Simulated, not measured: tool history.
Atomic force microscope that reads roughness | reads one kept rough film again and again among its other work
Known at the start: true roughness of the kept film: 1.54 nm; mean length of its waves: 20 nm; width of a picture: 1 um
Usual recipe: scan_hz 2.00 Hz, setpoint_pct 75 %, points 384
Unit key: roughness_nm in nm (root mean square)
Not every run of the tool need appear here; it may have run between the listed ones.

run,hour,scan_hz,setpoint_pct,points,roughness_nm
1,0.0,2.00,75,384,1.248
2,41.4,2.00,75,384,1.237
3,83.0,2.00,72,384,1.222
4,147.2,2.00,72,384,1.203
5,216.0,2.00,72,384,1.171
6,288.7,2.00,72,384,1.308
7,348.3,2.00,72,384,1.284
8,406.9,2.00,72,384,1.252
9,482.2,2.00,72,384,1.209
10,539.1,2.00,72,384,1.195
11,609.6,2.00,75,539,1.166
12,682.9,2.00,75,539,1.294
13,726.8,1.60,75,384,1.277
14,776.4,2.00,75,498,1.247
15,815.3,2.00,75,498,1.227
16,889.6,2.00,75,498,1.188
17,926.5,2.00,75,498,1.172
18,989.9,2.00,75,498,1.147
19,1061.6,2.00,75,384,1.262
20,1120.0,2.00,75,384,1.239
21,1189.1,0.56,75,265,1.264
22,1254.6,1.54,69,657,1.246
23,1298.9,1.54,69,657,1.218
24,1374.0,1.63,69,408,1.346
25,1405.7,0.75,88,632,1.311
26,1466.4,0.75,81,632,1.305
27,1533.3,2.77,71,285,1.187
28,1586.6,2.38,75,810,1.194
29,1630.9,0.56,63,370,1.267
30,1686.3,2.86,78,513,1.108
31,1729.3,2.86,71,266,1.258
32,1762.9,0.63,69,683,1.363
33,1824.7,1.92,58,924,1.330
34,1873.3,1.92,58,924,1.293
35,1943.2,1.92,58,924,1.278
36,2011.7,1.92,58,924,1.233
37,2043.8,1.07,83,283,1.147
38,2090.9,1.07,83,283,1.292
39,2149.4,1.49,62,384,1.335
40,2226.7,1.49,62,384,1.315

Not shown: 8 entries that the log had between the listed runs. Between which runs, and how does the tool's hidden state differ before and after?
In the gap between runs 5 and 6: new tip fitted (hour 275.7)
  radius of the tip, nm: 13.5 -> 5.4; height scale over the true one, %: 0.27 -> 0.3
  the result without the hidden state subtracted from the measured one, roughness_nm: -0.137 -> -0.004 nm (root mean square)
In the gap between runs 11 and 12: new tip fitted (hour 635.8)
  radius of the tip, nm: 14.3 -> 6.6; height scale over the true one, %: 0.43 -> 0.46
  the result without the hidden state subtracted from the measured one, roughness_nm: -0.147 -> -0.022 nm (root mean square)
In the gap between runs 15 and 16: height scale calibrated on a step standard (hour 819.9)
  radius of the tip, nm: 10.2 -> 12.2; height scale over the true one, %: 0.52 -> 0.88
  the result without the hidden state subtracted from the measured one, roughness_nm: -0.083 -> -0.111 nm (root mean square)
In the gap between runs 17 and 18: height scale calibrated on a step standard, once more (hour 989.9)
  radius of the tip, nm: 13.3 -> 15; height scale over the true one, %: 0.9 -> -0.03
  the result without the hidden state subtracted from the measured one, roughness_nm: -0.126 -> -0.162 nm (root mean square)
In the gap between runs 18 and 19: new tip fitted (hour 1001.3)
  radius of the tip, nm: 15 -> 6.7; height scale over the true one, %: -0.03 -> 0
  the result without the hidden state subtracted from the measured one, roughness_nm: -0.162 -> -0.030 nm (root mean square)
In the gap between runs 23 and 24: new tip fitted (hour 1362.9)
  radius of the tip, nm: 13.2 -> 5.5; height scale over the true one, %: 0.1 -> 0.13
  the result without the hidden state subtracted from the measured one, roughness_nm: -0.141 -> -0.007 nm (root mean square)
In the gap between runs 30 and 31: new tip fitted (hour 1723.8)
  radius of the tip, nm: 14 -> 5.6; height scale over the true one, %: 0.26 -> 0.27
  the result without the hidden state subtracted from the measured one, roughness_nm: -0.136 -> -0.007 nm (root mean square)
In the gap between runs 37 and 38: new tip fitted (hour 2088.0)
  radius of the tip, nm: 14.4 -> 5.2; height scale over the true one, %: 0.41 -> 0.43
  the result without the hidden state subtracted from the measured one, roughness_nm: -0.146 -> +0.001 nm (root mean square)
